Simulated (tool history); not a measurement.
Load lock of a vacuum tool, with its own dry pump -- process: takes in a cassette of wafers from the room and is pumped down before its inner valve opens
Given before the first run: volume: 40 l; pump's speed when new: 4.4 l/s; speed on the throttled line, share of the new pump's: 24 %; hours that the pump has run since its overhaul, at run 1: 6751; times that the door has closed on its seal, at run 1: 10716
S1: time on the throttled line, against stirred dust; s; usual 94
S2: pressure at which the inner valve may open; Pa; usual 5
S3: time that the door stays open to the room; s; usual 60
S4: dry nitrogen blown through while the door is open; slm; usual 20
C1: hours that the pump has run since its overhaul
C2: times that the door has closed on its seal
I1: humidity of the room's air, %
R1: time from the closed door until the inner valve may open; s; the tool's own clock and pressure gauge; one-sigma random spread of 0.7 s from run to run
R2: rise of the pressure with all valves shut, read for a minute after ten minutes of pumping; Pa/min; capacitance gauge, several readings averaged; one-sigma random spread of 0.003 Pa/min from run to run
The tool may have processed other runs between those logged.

run	hour	S1	S2	S3	S4	C1	C2	I1	R1	R2
1	0.0	94	5	60	20	6751	10716	48.6	169.2	0.063
2	232.5	94	5	60	20	6984	11140	40.5	169.8	0.055
3	503.2	94	5	60	13	7255	11634	39.9	169.5	0.061
4	751.3	94	5	91	13	7503	12087	43.1	169.2	0.072
5	903.7	94	5	228	20	7655	12365	47.1	169.9	0.117
6	1048.2	94	5	228	20	7800	12629	44.8	170.3	0.108
7	1344.9	94	5	60	20	8096	13170	45.8	170.4	0.063
8	1668.5	94	5	60	20	8420	13761	43.2	170.3	0.070
9	1887.8	94	5	60	20	8639	14161	40.6	170.8	0.063
10	2023.4	94	5	59	20	8775	14409	46.1	171.3	0.069
11	2301.0	94	5	59	20	9052	14916	47.6	171.0	0.072
12	2587.5	94	5	59	20	9339	15438	41.2	170.3	0.069
13	2722.0	94	5	60	20	9473	15684	44.1	171.1	0.072
14	2916.6	94	5	60	20	9668	16039	42.4	171.4	0.077
15	3180.3	94	5	60	6	9932	16520	46.4	170.2	0.090
16	3438.0	58	5	60	40	10190	16991	43.3	145.9	0.074
17	3696.1	58	5	60	40	10448	17462	44.0	146.0	0.067
18	3942.2	58	5	60	40	10694	17911	47.2	146.4	0.075
19	4132.5	94	5	87	26	10884	18258	46.4	172.3	0.091
20	4313.5	94	5	87	26	11065	18589	45.5	173.0	0.088
21	4575.5	99	5	87	26	11327	19067	44.8	175.8	0.095
22	4899.5	99	5	87	26	11651	19658	46.3	177.7	0.099
23	5045.0	99	8	178	25	11796	19924	43.5	171.3	0.120
24	5260.1	99	8	178	25	12012	20316	44.0	171.4	0.123

Run 25, settings as shown, results not yet in. Your forecast:
25	5572.6	78	8	178	5	12324	20887	42.5	?	?

R1: 156.4 s
R2: 0.151 Pa/min
With the hidden condition absent and the run-to-run variation left alone, this run would have shown R1 147.0 s, R2 0.089 Pa/min.

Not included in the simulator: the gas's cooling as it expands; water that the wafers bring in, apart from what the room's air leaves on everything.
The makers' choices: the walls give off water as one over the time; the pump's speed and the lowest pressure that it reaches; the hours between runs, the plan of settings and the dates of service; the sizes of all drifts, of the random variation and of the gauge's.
